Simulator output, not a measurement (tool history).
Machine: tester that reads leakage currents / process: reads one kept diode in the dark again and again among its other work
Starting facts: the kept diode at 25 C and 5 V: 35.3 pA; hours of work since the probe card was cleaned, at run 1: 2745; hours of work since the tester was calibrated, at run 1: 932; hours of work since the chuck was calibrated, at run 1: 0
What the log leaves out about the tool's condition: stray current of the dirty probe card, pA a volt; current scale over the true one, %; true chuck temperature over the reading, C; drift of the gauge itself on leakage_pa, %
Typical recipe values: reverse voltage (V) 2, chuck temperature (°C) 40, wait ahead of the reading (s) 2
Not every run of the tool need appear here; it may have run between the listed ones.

run,hour,reverse voltage (V),chuck temperature (°C),wait ahead of the reading (s),hours of work since the probe card was cleaned,hours of work since the tester was calibrated,hours of work since the chuck was calibrated,current that the tester gives (pA)
1,0,2,40,2,2745,932,0,97.9
2,40.2,2,40,2,2773,960,28,98.02
3,79.3,2,40,0.41,2800,987,55,98.72
4,126,2,40,0.41,2833,1020,88,99.16
5,153.8,1.8,40,2,2852,1039,107,94.16
6,179.3,2,40,2,2870,1057,125,98.68
7,209.3,2,40,3.15,2891,1078,146,98.78
8,243.2,2,40,2,2914,1102,169,99.87
9,273.3,2,40,3.51,2935,1123,191,98.98
10,309,2,46,2,2960,1147,215,165.84
11,329.8,2,46,0.38,2975,1162,230,167.19
12,350,2,40,2,2989,1176,244,99.73
13,379.4,2,40,2,3009,1196,264,100.19
14,426.4,2,40,2,3042,1229,297,100.73
# hour 430.7: chuck's temperature calibrated
15,477.3,2,40,2,3076,1263,33,101.36
16,508.3,2,40,2,3098,1285,54,101.74
17,556.1,2,40,2,3131,1318,87,101.99
18,604.8,3.93,40,2,3165,1352,121,136.51
19,626.8,2,49,2,3180,1368,137,219.52
# hour 639.9: chuck's temperature calibrated, once more
20,666.1,2,49,2,3206,1393,18,211.2
21,693.7,2,49,2,3225,1413,37,211.1
22,739.7,2,49,2,3258,1445,70,211.64
23,762.1,2,49,2,3273,1460,85,212.5
24,786.9,2,49,2,3290,1478,102,212.75
25,822.8,2,26,2,3315,1503,127,28.24
26,855.2,2,26,2,3338,1525,150,28.32
27,889.8,12.25,28,3.38,3362,1549,174,78.76
28,938,12.25,28,3.38,3396,1583,208,79.05
29,960.7,8.4,29,2,3412,1599,224,72.31
30,989.4,14.47,21,2,3432,1619,244,50.06
31,1018.7,1.83,40,4.83,3452,1639,264,96.07
32,1053.4,1.62,41,4.58,3476,1663,288,99.22
33,1078.2,1.62,41,4.58,3493,1681,305,100.3
34,1103.8,9.32,41,3.17,3511,1699,323,212.42
35,1126.5,5.53,29,2,3527,1714,339,60.17
36,1160.7,1.2,29,2,3551,1738,363,30.49
37,1184.8,1.2,29,6.58,3568,1755,380,30.07
38,1206.4,4.06,45,1.31,3583,1770,395,208.76
39,1254.4,10.21,51,2.94,3616,1804,428,510.55

Describe how what the log doesn't record of the tool's condition differs between the last listed run preceding each entry between runs and the first listed run following it.
After run 14, before run 15: chuck's temperature calibrated (hour 430.7)
  stray current of the dirty probe card, pA a volt: 0.704 -> 0.711; current scale over the true one, %: -0.52 -> -0.54; true chuck temperature over the reading, C: 0.19 -> 0.34
  what was measured, less what the result would be without the hidden state, current that the tester gives (pA): +2.5 -> +3.84
After run 19, before run 20: chuck's temperature calibrated, once more (hour 639.9)
  stray current of the dirty probe card, pA a volt: 0.735 -> 0.741; current scale over the true one, %: -0.59 -> -0.6; true chuck temperature over the reading, C: 0.45 -> -0.07
  what was measured, less what the result would be without the hidden state, current that the tester gives (pA): +8.15 -> -1.08
